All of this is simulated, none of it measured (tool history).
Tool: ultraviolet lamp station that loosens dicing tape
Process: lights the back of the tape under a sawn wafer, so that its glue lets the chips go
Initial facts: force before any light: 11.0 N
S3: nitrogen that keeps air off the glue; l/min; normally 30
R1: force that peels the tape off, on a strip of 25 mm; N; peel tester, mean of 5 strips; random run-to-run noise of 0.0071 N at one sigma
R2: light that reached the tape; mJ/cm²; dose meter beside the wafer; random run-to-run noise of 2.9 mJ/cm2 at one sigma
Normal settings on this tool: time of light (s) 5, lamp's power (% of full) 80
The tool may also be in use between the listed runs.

run 1 hour=0.0 | time_of_light_(s)=5 lamp's_power_(%_of_full)=80 S3=30 | R1=0.242 R2=427
run 2 hour=10.5 | time_of_light_(s)=5 lamp's_power_(%_of_full)=80 S3=13 | R1=0.394 R2=431
run 3 hour=20.2 | time_of_light_(s)=5 lamp's_power_(%_of_full)=80 S3=30 | R1=0.249 R2=423
run 4 hour=30.3 | time_of_light_(s)=6 lamp's_power_(%_of_full)=80 S3=30 | R1=0.200 R2=513
run 5 hour=43.0 | time_of_light_(s)=6 lamp's_power_(%_of_full)=80 S3=30 | R1=0.201 R2=514
run 6 hour=62.2 | time_of_light_(s)=6 lamp's_power_(%_of_full)=80 S3=30 | R1=0.194 R2=513
run 7 hour=77.3 | time_of_light_(s)=6 lamp's_power_(%_of_full)=80 S3=30 | R1=0.205 R2=518
run 8 hour=89.1 | time_of_light_(s)=5 lamp's_power_(%_of_full)=88 S3=30 | R1=0.222 R2=474
run 9 hour=99.5 | time_of_light_(s)=5 lamp's_power_(%_of_full)=88 S3=30 | R1=0.222 R2=472
run 10 hour=116.4 | time_of_light_(s)=5 lamp's_power_(%_of_full)=88 S3=30 | R1=0.220 R2=471
run 11 hour=128.6 | time_of_light_(s)=4 lamp's_power_(%_of_full)=80 S3=30 | R1=0.368 R2=350
run 12 hour=147.7 | time_of_light_(s)=5 lamp's_power_(%_of_full)=80 S3=30 | R1=0.262 R2=428
run 13 hour=157.4 | time_of_light_(s)=5 lamp's_power_(%_of_full)=80 S3=30 | R1=0.238 R2=430
run 14 hour=171.2 | time_of_light_(s)=5 lamp's_power_(%_of_full)=80 S3=35 | R1=0.221 R2=430
run 15 hour=183.2 | time_of_light_(s)=5 lamp's_power_(%_of_full)=80 S3=35 | R1=0.235 R2=432
run 16 hour=201.3 | time_of_light_(s)=5 lamp's_power_(%_of_full)=80 S3=30 | R1=0.245 R2=430
run 17 hour=219.0 | time_of_light_(s)=5 lamp's_power_(%_of_full)=80 S3=30 | R1=0.240 R2=431
run 18 hour=236.1 | time_of_light_(s)=5 lamp's_power_(%_of_full)=80 S3=30 | R1=0.262 R2=427
run 19 hour=247.3 | time_of_light_(s)=5 lamp's_power_(%_of_full)=80 S3=30 | R1=0.260 R2=429
run 20 hour=262.6 | time_of_light_(s)=5 lamp's_power_(%_of_full)=80 S3=30 | R1=0.262 R2=431
run 21 hour=279.5 | time_of_light_(s)=5 lamp's_power_(%_of_full)=87 S3=30 | R1=0.218 R2=463
run 22 hour=295.0 | time_of_light_(s)=5 lamp's_power_(%_of_full)=80 S3=54 | R1=0.221 R2=431
run 23 hour=316.6 | time_of_light_(s)=5 lamp's_power_(%_of_full)=80 S3=54 | R1=0.221 R2=434
run 24 hour=331.9 | time_of_light_(s)=5 lamp's_power_(%_of_full)=80 S3=56 | R1=0.210 R2=432
run 25 hour=347.0 | time_of_light_(s)=2 lamp's_power_(%_of_full)=82 S3=10 | R1=2.721 R2=177
run 26 hour=369.4 | time_of_light_(s)=2 lamp's_power_(%_of_full)=82 S3=10 | R1=2.673 R2=174
run 27 hour=387.3 | time_of_light_(s)=3 lamp's_power_(%_of_full)=80 S3=15 | R1=1.148 R2=258
run 28 hour=406.6 | time_of_light_(s)=9 lamp's_power_(%_of_full)=80 S3=15 | R1=0.196 R2=768
run 29 hour=427.7 | time_of_light_(s)=5 lamp's_power_(%_of_full)=69 S3=45 | R1=0.282 R2=375
run 30 hour=442.6 | time_of_light_(s)=5 lamp's_power_(%_of_full)=78 S3=24 | R1=0.293 R2=422
run 31 hour=463.0 | time_of_light_(s)=8 lamp's_power_(%_of_full)=78 S3=12 | R1=0.196 R2=674
run 32 hour=486.9 | time_of_light_(s)=8 lamp's_power_(%_of_full)=78 S3=12 | R1=0.201 R2=671
run 33 hour=498.0 | time_of_light_(s)=8 lamp's_power_(%_of_full)=70 S3=11 | R1=0.249 R2=597
run 34 hour=512.1 | time_of_light_(s)=8 lamp's_power_(%_of_full)=70 S3=11 | R1=0.252 R2=607
run 35 hour=528.8 | time_of_light_(s)=2 lamp's_power_(%_of_full)=94 S3=12 | R1=1.989 R2=209
run 36 hour=543.7 | time_of_light_(s)=5 lamp's_power_(%_of_full)=71 S3=27 | R1=0.322 R2=388
run 37 hour=556.7 | time_of_light_(s)=4 lamp's_power_(%_of_full)=80 S3=30 | R1=0.372 R2=347
run 38 hour=569.5 | time_of_light_(s)=4 lamp's_power_(%_of_full)=80 S3=35 | R1=0.343 R2=347
run 39 hour=585.2 | time_of_light_(s)=8 lamp's_power_(%_of_full)=91 S3=33 | R1=0.175 R2=785
run 40 hour=596.0 | time_of_light_(s)=8 lamp's_power_(%_of_full)=91 S3=33 | R1=0.179 R2=784
run 41 hour=616.1 | time_of_light_(s)=4 lamp's_power_(%_of_full)=94 S3=54 | R1=0.228 R2=406
run 42 hour=639.0 | time_of_light_(s)=8 lamp's_power_(%_of_full)=79 S3=30 | R1=0.179 R2=672
run 43 hour=656.9 | time_of_light_(s)=6 lamp's_power_(%_of_full)=79 S3=30 | R1=0.210 R2=508
run 44 hour=677.0 | time_of_light_(s)=6 lamp's_power_(%_of_full)=79 S3=30 | R1=0.219 R2=511

Not shown here: 1 entry made in the log between runs. Locate each between two listed runs and compare the hidden state at the listed run before it with the hidden state at the listed run after it:
After run 10, before run 11: window cleaned of glue's vapour (hour 128.6)
  light that the window lets through, % of a clean one's: 99.9 -> 100
